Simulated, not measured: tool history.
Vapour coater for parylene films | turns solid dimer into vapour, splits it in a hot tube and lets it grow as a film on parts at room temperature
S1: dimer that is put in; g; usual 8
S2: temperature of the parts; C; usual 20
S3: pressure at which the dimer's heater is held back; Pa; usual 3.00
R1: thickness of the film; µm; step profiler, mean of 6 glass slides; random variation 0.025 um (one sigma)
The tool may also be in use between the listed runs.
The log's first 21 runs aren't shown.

run	hour	S1	S2	S3	R1
# hour 940.4: trap's valve overhauled
22	968.3	5	21	2.76	1.11
23	1010.6	5	21	2.76	1.13
24	1055.6	5	21	6.80	0.94
25	1083.3	3	14	6.80	0.64
26	1136.5	4	14	3.00	1.00
27	1187.8	5	30	3.00	0.90
28	1228.8	8	23	6.16	1.42
29	1269.3	8	23	6.16	1.44
30	1327.4	10	13	4.47	2.22
31	1376.7	10	13	4.47	2.17
32	1422.0	6	23	3.60	1.14
33	1454.6	8	23	2.58	1.61
# hour 1486.7: trap's valve overhauled
34	1487.4	6	16	3.00	1.49
35	1549.2	6	16	3.00	1.46
36	1599.3	6	16	3.00	1.45

Forecast each of these 5 alternatives for the next run:
A	1645.6	3	20	3.00	?
B	1645.6	6	29	3.00	?
C	1645.6	13	30	3.00	?
D	1645.6	8	20	5.91	?
E	1645.6	3	17	11.44	?

run	R1
A	0.67
B	1.14
C	2.38
D	1.59
E	0.53
Without the tool's hidden state the same runs would have given:
run	R1
A	0.70
B	1.19
C	2.49
D	1.66
E	0.56
